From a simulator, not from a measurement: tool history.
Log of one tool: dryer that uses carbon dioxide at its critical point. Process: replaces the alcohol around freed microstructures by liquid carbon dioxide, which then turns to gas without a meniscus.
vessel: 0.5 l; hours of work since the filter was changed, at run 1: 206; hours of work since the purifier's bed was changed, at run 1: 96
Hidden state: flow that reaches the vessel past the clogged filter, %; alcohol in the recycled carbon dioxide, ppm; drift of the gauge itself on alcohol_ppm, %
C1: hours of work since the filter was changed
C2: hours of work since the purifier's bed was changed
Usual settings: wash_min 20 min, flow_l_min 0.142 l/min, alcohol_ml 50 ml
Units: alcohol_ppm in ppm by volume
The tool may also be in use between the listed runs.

run 1 day=0 | wash_min=20 flow_l_min=0.142 alcohol_ml=50 | C1=206 C2=96 | alcohol_ppm=1303
run 2 day=0.183 | wash_min=20 flow_l_min=0.142 alcohol_ml=50 | C1=208 C2=98 | alcohol_ppm=1295
run 3 day=0.346 | wash_min=20 flow_l_min=0.142 alcohol_ml=50 | C1=209 C2=100 | alcohol_ppm=1328
run 4 day=0.633 | wash_min=20 flow_l_min=0.142 alcohol_ml=50 | C1=212 C2=102 | alcohol_ppm=1326
run 5 day=0.925 | wash_min=20 flow_l_min=0.142 alcohol_ml=50 | C1=215 C2=105 | alcohol_ppm=1326
run 6 day=1.117 | wash_min=20 flow_l_min=0.149 alcohol_ml=50 | C1=217 C2=107 | alcohol_ppm=1060
run 7 day=1.488 | wash_min=20 flow_l_min=0.149 alcohol_ml=50 | C1=221 C2=111 | alcohol_ppm=1059
run 8 day=1.754 | wash_min=20 flow_l_min=0.151 alcohol_ml=50 | C1=224 C2=114 | alcohol_ppm=1026
run 9 day=2.125 | wash_min=20 flow_l_min=0.151 alcohol_ml=50 | C1=227 C2=117 | alcohol_ppm=1017
run 10 day=2.471 | wash_min=17 flow_l_min=0.142 alcohol_ml=76 | C1=231 C2=121 | alcohol_ppm=3812
run 11 day=2.746 | wash_min=20 flow_l_min=0.218 alcohol_ml=29 | C1=234 C2=124 | alcohol_ppm=88
run 12 day=3 | wash_min=20 flow_l_min=0.218 alcohol_ml=36 | C1=236 C2=126 | alcohol_ppm=110
run 13 day=3.392 | wash_min=13 flow_l_min=0.192 alcohol_ml=36 | C1=240 C2=130 | alcohol_ppm=1628
run 14 day=3.621 | wash_min=20 flow_l_min=0.136 alcohol_ml=50 | C1=242 C2=133 | alcohol_ppm=1611
run 15 day=3.896 | wash_min=20 flow_l_min=0.142 alcohol_ml=50 | C1=245 C2=135 | alcohol_ppm=1400

Forecast each of these 4 alternatives for the next run:
run A day=4.25 | wash_min=20 flow_l_min=0.142 alcohol_ml=22 | C1=249 C2=139 | alcohol_ppm=?
run B day=4.25 | wash_min=19 flow_l_min=0.095 alcohol_ml=66 | C1=249 C2=139 | alcohol_ppm=?
run C day=4.25 | wash_min=13 flow_l_min=0.142 alcohol_ml=56 | C1=249 C2=139 | alcohol_ppm=?
run D day=4.25 | wash_min=20 flow_l_min=0.22 alcohol_ml=71 | C1=249 C2=139 | alcohol_ppm=?

run=A alcohol_ppm=604
run=B alcohol_ppm=8529
run=C alcohol_ppm=6709
run=D alcohol_ppm=188
Without the tool's hidden state the same runs would have given:
run=A alcohol_ppm=476
run=B alcohol_ppm=7437
run=C alcohol_ppm=5826
run=D alcohol_ppm=124
